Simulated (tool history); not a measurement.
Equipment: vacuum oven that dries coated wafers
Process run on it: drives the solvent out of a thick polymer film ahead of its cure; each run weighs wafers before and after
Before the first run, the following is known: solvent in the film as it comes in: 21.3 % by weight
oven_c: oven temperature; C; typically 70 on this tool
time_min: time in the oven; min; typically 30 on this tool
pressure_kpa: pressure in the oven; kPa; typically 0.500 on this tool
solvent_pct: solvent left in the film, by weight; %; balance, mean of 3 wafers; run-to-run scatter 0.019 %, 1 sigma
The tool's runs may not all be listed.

Run 1, day 0.000: usual settings. Result: solvent_pct 4.99 %.
Run 2, day 2.342: usual settings but pressure_kpa 0.773 kPa. Result: solvent_pct 5.32 %.
Run 3, day 3.517: usual settings but pressure_kpa 0.773 kPa. Result: solvent_pct 5.33 %.
Run 4, day 4.808: usual settings but pressure_kpa 0.773 kPa. Result: solvent_pct 5.36 %.
Run 5, day 5.929: usual settings but pressure_kpa 0.773 kPa. Result: solvent_pct 5.32 %.
Run 6, day 8.288: usual settings but pressure_kpa 0.773 kPa. Result: solvent_pct 5.33 %.
Run 7, day 10.883: usual settings but oven_c 83 C, pressure_kpa 0.773 kPa. Result: solvent_pct 2.24 %.
Run 8, day 12.238: usual settings but oven_c 83 C, pressure_kpa 0.773 kPa. Result: solvent_pct 2.25 %.
Run 9, day 14.725: usual settings but oven_c 73 C, pressure_kpa 0.773 kPa. Result: solvent_pct 4.49 %.
Run 10, day 17.125: usual settings. Result: solvent_pct 4.99 %.
Run 11, day 19.775: usual settings. Result: solvent_pct 4.98 %.
Run 12, day 21.542: usual settings. Result: solvent_pct 5.01 %.
Run 13, day 23.188: usual settings. Result: solvent_pct 4.98 %.
Run 14, day 25.646: usual settings. Result: solvent_pct 4.99 %.
Run 15, day 27.750: usual settings but time_min 35 min. Result: solvent_pct 4.12 %.
At day 29.204: vacuum gauge cleaned of residue and calibrated.
Run 16, day 30.371: usual settings but pressure_kpa 0.331 kPa. Result: solvent_pct 4.75 %.
Run 17, day 32.604: usual settings but pressure_kpa 0.331 kPa. Result: solvent_pct 4.78 %.
Run 18, day 35.012: usual settings but time_min 34 min. Result: solvent_pct 4.24 %.
Run 19, day 36.800: usual settings but oven_c 64 C, time_min 34 min, pressure_kpa 0.779 kPa. Result: solvent_pct 6.46 %.
At day 37.096: oven's thermocouples calibrated.
Run 20, day 39.158: usual settings but oven_c 64 C, time_min 34 min, pressure_kpa 0.779 kPa. Result: solvent_pct 6.46 %.
Run 21, day 41.829: usual settings but oven_c 64 C, time_min 34 min, pressure_kpa 0.779 kPa. Result: solvent_pct 6.43 %.
Run 22, day 43.229: usual settings but oven_c 64 C, time_min 34 min, pressure_kpa 0.779 kPa. Result: solvent_pct 6.48 %.

Expected results for the next run?
Run 23, day 44.500: usual settings but oven_c 82 C, time_min 34 min, pressure_kpa 1.720 kPa. Result: solvent_pct ?.

solvent_pct: 2.88 %
Had the tool carried no hidden state, the very same run would have given solvent_pct 2.89 %.

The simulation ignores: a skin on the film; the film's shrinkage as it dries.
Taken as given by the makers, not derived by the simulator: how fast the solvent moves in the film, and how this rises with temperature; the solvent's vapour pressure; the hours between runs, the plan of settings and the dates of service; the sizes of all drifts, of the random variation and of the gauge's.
